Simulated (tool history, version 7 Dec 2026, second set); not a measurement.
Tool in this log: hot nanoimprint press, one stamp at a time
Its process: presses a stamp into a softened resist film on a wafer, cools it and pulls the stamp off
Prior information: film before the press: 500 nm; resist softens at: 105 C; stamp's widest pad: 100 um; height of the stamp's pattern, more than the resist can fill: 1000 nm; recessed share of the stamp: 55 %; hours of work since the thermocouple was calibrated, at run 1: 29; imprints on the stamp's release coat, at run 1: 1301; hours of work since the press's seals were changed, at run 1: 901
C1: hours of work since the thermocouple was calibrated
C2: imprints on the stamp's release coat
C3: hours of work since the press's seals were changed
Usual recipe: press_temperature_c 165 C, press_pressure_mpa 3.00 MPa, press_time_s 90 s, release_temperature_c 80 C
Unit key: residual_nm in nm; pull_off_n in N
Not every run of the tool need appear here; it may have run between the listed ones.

{"run": 1, "hour": 0.0, "press_temperature_c": 165, "press_pressure_mpa": 3.0, "press_time_s": 90, "release_temperature_c": 80, "C1": 29, "C2": 1301, "C3": 901, "residual_nm": 285.8, "pull_off_n": 329}
{"run": 2, "hour": 78.0, "press_temperature_c": 165, "press_pressure_mpa": 3.0, "press_time_s": 90, "release_temperature_c": 80, "C1": 87, "C2": 1530, "C3": 958, "residual_nm": 286.2, "pull_off_n": 336}
{"run": 3, "hour": 134.8, "press_temperature_c": 165, "press_pressure_mpa": 3.0, "press_time_s": 90, "release_temperature_c": 80, "C1": 129, "C2": 1697, "C3": 1000, "residual_nm": 289.7, "pull_off_n": 367}
{"run": 4, "hour": 192.5, "press_temperature_c": 165, "press_pressure_mpa": 3.0, "press_time_s": 90, "release_temperature_c": 80, "C1": 171, "C2": 1866, "C3": 1043, "residual_nm": 288.4, "pull_off_n": 356}
{"run": 5, "hour": 234.0, "press_temperature_c": 165, "press_pressure_mpa": 3.0, "press_time_s": 90, "release_temperature_c": 80, "C1": 202, "C2": 1988, "C3": 1073, "residual_nm": 291.4, "pull_off_n": 403}
{"run": 6, "hour": 312.6, "press_temperature_c": 165, "press_pressure_mpa": 3.36, "press_time_s": 90, "release_temperature_c": 80, "C1": 259, "C2": 2219, "C3": 1131, "residual_nm": 278.2, "pull_off_n": 423}
{"run": 7, "hour": 362.4, "press_temperature_c": 165, "press_pressure_mpa": 3.36, "press_time_s": 90, "release_temperature_c": 80, "C1": 296, "C2": 2365, "C3": 1168, "residual_nm": 279.8, "pull_off_n": 423}
{"hour": 404.2, "done": "stamp cleaned and given a new release coat"}
{"run": 8, "hour": 422.3, "press_temperature_c": 165, "press_pressure_mpa": 3.0, "press_time_s": 90, "release_temperature_c": 80, "C1": 336, "C2": 53, "C3": 1207, "residual_nm": 298.1, "pull_off_n": 216}
{"hour": 431.1, "done": "plate thermocouple calibrated"}
{"run": 9, "hour": 496.4, "press_temperature_c": 165, "press_pressure_mpa": 3.0, "press_time_s": 90, "release_temperature_c": 80, "C1": 48, "C2": 262, "C3": 1260, "residual_nm": 300.7, "pull_off_n": 238}
{"hour": 576.4, "done": "press's hydraulic seals changed and the load cell set to zero"}
{"run": 10, "hour": 581.4, "press_temperature_c": 165, "press_pressure_mpa": 3.0, "press_time_s": 90, "release_temperature_c": 80, "C1": 105, "C2": 488, "C3": 4, "residual_nm": 287.5, "pull_off_n": 263}
{"run": 11, "hour": 636.2, "press_temperature_c": 165, "press_pressure_mpa": 1.88, "press_time_s": 90, "release_temperature_c": 80, "C1": 145, "C2": 649, "C3": 44, "residual_nm": 350.6, "pull_off_n": 270}
{"hour": 681.2, "done": "plate thermocouple calibrated, once more"}
{"run": 12, "hour": 686.1, "press_temperature_c": 165, "press_pressure_mpa": 1.88, "press_time_s": 90, "release_temperature_c": 80, "C1": 4, "C2": 787, "C3": 79, "residual_nm": 336.6, "pull_off_n": 283}
{"run": 13, "hour": 745.5, "press_temperature_c": 165, "press_pressure_mpa": 1.88, "press_time_s": 90, "release_temperature_c": 80, "C1": 47, "C2": 961, "C3": 122, "residual_nm": 337.7, "pull_off_n": 292}
{"run": 14, "hour": 818.8, "press_temperature_c": 165, "press_pressure_mpa": 3.0, "press_time_s": 90, "release_temperature_c": 80, "C1": 101, "C2": 1176, "C3": 176, "residual_nm": 275.0, "pull_off_n": 303}
{"run": 15, "hour": 869.1, "press_temperature_c": 165, "press_pressure_mpa": 3.0, "press_time_s": 90, "release_temperature_c": 80, "C1": 138, "C2": 1324, "C3": 213, "residual_nm": 279.0, "pull_off_n": 326}
{"run": 16, "hour": 911.4, "press_temperature_c": 162, "press_pressure_mpa": 4.26, "press_time_s": 95, "release_temperature_c": 81, "C1": 169, "C2": 1448, "C3": 244, "residual_nm": 255.9, "pull_off_n": 343}
{"run": 17, "hour": 967.4, "press_temperature_c": 162, "press_pressure_mpa": 3.43, "press_time_s": 90, "release_temperature_c": 80, "C1": 211, "C2": 1612, "C3": 285, "residual_nm": 294.4, "pull_off_n": 358}
{"run": 18, "hour": 1015.9, "press_temperature_c": 167, "press_pressure_mpa": 3.83, "press_time_s": 173, "release_temperature_c": 78, "C1": 246, "C2": 1755, "C3": 321, "residual_nm": 186.5, "pull_off_n": 368}
{"run": 19, "hour": 1059.7, "press_temperature_c": 167, "press_pressure_mpa": 3.83, "press_time_s": 130, "release_temperature_c": 78, "C1": 278, "C2": 1883, "C3": 353, "residual_nm": 203.9, "pull_off_n": 389}
{"run": 20, "hour": 1122.7, "press_temperature_c": 167, "press_pressure_mpa": 3.83, "press_time_s": 130, "release_temperature_c": 78, "C1": 325, "C2": 2068, "C3": 400, "residual_nm": 205.9, "pull_off_n": 397}
{"run": 21, "hour": 1157.4, "press_temperature_c": 177, "press_pressure_mpa": 4.62, "press_time_s": 130, "release_temperature_c": 78, "C1": 350, "C2": 2170, "C3": 425, "residual_nm": 127.8, "pull_off_n": 406}
{"run": 22, "hour": 1226.8, "press_temperature_c": 155, "press_pressure_mpa": 2.25, "press_time_s": 130, "release_temperature_c": 73, "C1": 401, "C2": 2374, "C3": 476, "residual_nm": 395.4, "pull_off_n": 451}
{"hour": 1264.3, "done": "stamp cleaned and given a new release coat"}
{"run": 23, "hour": 1278.1, "press_temperature_c": 161, "press_pressure_mpa": 2.43, "press_time_s": 98, "release_temperature_c": 77, "C1": 435, "C2": 41, "C3": 510, "residual_nm": 347.3, "pull_off_n": 221}
{"run": 24, "hour": 1352.6, "press_temperature_c": 171, "press_pressure_mpa": 2.95, "press_time_s": 108, "release_temperature_c": 77, "C1": 490, "C2": 260, "C3": 564, "residual_nm": 220.3, "pull_off_n": 237}
{"hour": 1373.1, "done": "plate thermocouple calibrated"}
{"run": 25, "hour": 1388.9, "press_temperature_c": 171, "press_pressure_mpa": 2.95, "press_time_s": 108, "release_temperature_c": 77, "C1": 12, "C2": 357, "C3": 589, "residual_nm": 219.0, "pull_off_n": 248}
{"run": 26, "hour": 1442.0, "press_temperature_c": 171, "press_pressure_mpa": 2.95, "press_time_s": 108, "release_temperature_c": 77, "C1": 51, "C2": 513, "C3": 628, "residual_nm": 218.9, "pull_off_n": 256}
{"run": 27, "hour": 1515.3, "press_temperature_c": 165, "press_pressure_mpa": 2.39, "press_time_s": 90, "release_temperature_c": 80, "C1": 105, "C2": 728, "C3": 682, "residual_nm": 313.6, "pull_off_n": 279}
{"run": 28, "hour": 1592.4, "press_temperature_c": 165, "press_pressure_mpa": 2.39, "press_time_s": 90, "release_temperature_c": 80, "C1": 161, "C2": 955, "C3": 739, "residual_nm": 315.1, "pull_off_n": 299}
{"run": 29, "hour": 1666.2, "press_temperature_c": 158, "press_pressure_mpa": 3.25, "press_time_s": 99, "release_temperature_c": 74, "C1": 216, "C2": 1171, "C3": 793, "residual_nm": 346.1, "pull_off_n": 328}

How would selected steps in residual_nm from run to run divide? Give the signed amount a tool lacking its hidden state would still show from settings, what came in and random variation, and the signed amount left for the hidden state, including any gauge scatter that is not in both of the compared results.
Hidden state present: true temperature over the reading, C; pressure that arrives at the usual setting, %; grip of the stamp's worn release coat, % over a new coat's; drift of the gauge itself on residual_nm, %; drift of the gauge itself on pull_off_n, %.
Run 9 -> 10: press's hydraulic seals changed and the load cell set to zero. residual_nm -13.2 nm: hidden state -14.0, all else +0.8.
Run 11 -> 12: plate thermocouple calibrated, once more. residual_nm -14.0 nm: hidden state -14.5, all else +0.5.
Run 21 -> 22: press_temperature_c 177 -> 155, press_pressure_mpa 4.62 -> 2.25, release_temperature_c 78 -> 73. residual_nm +267.6 nm: hidden state +2.6, all else +265.0.
Run 23 -> 24: press_temperature_c 161 -> 171, press_pressure_mpa 2.43 -> 2.95, press_time_s 98 -> 108. residual_nm -127.0 nm: hidden state +0.3, all else -127.3.
